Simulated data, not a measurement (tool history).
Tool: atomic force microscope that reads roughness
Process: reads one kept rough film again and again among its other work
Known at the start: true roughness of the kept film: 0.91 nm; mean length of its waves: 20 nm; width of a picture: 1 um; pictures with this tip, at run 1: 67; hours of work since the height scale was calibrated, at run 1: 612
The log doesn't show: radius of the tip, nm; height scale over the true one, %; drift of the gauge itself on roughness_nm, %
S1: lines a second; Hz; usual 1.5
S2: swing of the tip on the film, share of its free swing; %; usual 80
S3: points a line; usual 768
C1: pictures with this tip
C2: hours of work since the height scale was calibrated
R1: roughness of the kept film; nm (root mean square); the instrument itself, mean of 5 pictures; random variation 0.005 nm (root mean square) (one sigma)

run   hour    S1  S2   S3   C1    C2     R1
  1      0   1.5  80  768   67   612  0.726
  2   40.5   1.5  80  259  148   639  0.686
  3   63.3   1.5  80  259  194   655  0.678
  4  100.1  0.72  80  768  268   680  0.735
     122.5  -- new tip fitted
  5  137.3   1.5  58  768   30   705  0.808
  6  177.7   1.5  58  320  111   733  0.776
  7  204.8   1.5  58  320  166   751  0.768
  8    243   1.5  58  320  242   777  0.754
  9  263.3   1.5  58  320  283   791  0.749
       278  -- new tip fitted
 10  297.4   1.5  62  768   39   814  0.789
 11  331.4  2.03  62  768  107   837  0.767
 12  349.1  2.03  62  768  142   849  0.764
 13  371.1   1.5  80  768  187   864  0.693
 14  404.7   1.5  80  768  254   887  0.686
     436.2  -- new tip fitted
 15  441.7   1.5  80  768   11   912  0.739
 16  476.6   1.5  80  768   82   936  0.722
 17  509.9   1.5  80  768  148   958  0.703
 18  534.8  1.46  88  456  198   975  0.656
 19    554  0.76  80  768  237   988  0.743
 20    589     1  80  276  307  1012  0.692
     593.3  -- new tip fitted
 21  606.4     1  80  276   26  1024  0.754
 22  632.3     2  86  768   79  1041  0.647
 23  655.1     2  86  768  124  1057  0.648
 24    673   1.5  80  589  160  1069  0.698
 25  712.7  0.76  83  349  240  1096  0.716
 26  742.2  0.76  59  349  299  1116  0.736
     748.9  -- new tip fitted
 27  772.8  0.76  59  726   48  1137  0.816
 28  805.9  0.61  66  633  114  1159  0.795
 29  828.8   1.5  81  540  160  1175  0.697
 30  852.9   1.5  63  734  209  1191  0.747
 31  883.5  1.27  80  303  270  1212  0.684
     905.9  -- new tip fitted
 32  906.5  0.97  83  469    1  1228  0.745
 33  926.2  3.33  69  308   41  1241  0.704

3 ways to go on from here, each from the tool as it stands after run 33. What would each give?
  A  961.5   0.5  79  768  112  1265   ?
  B  961.5   2.9  89  820  112  1265   ?
  C  961.5  0.53  69  308  112  1265   ?

run     R1
  A  0.787
  B  0.568
  C  0.777
Without the tool's hidden state the same runs would have given:
run     R1
  A  0.832
  B    0.6
  C  0.821
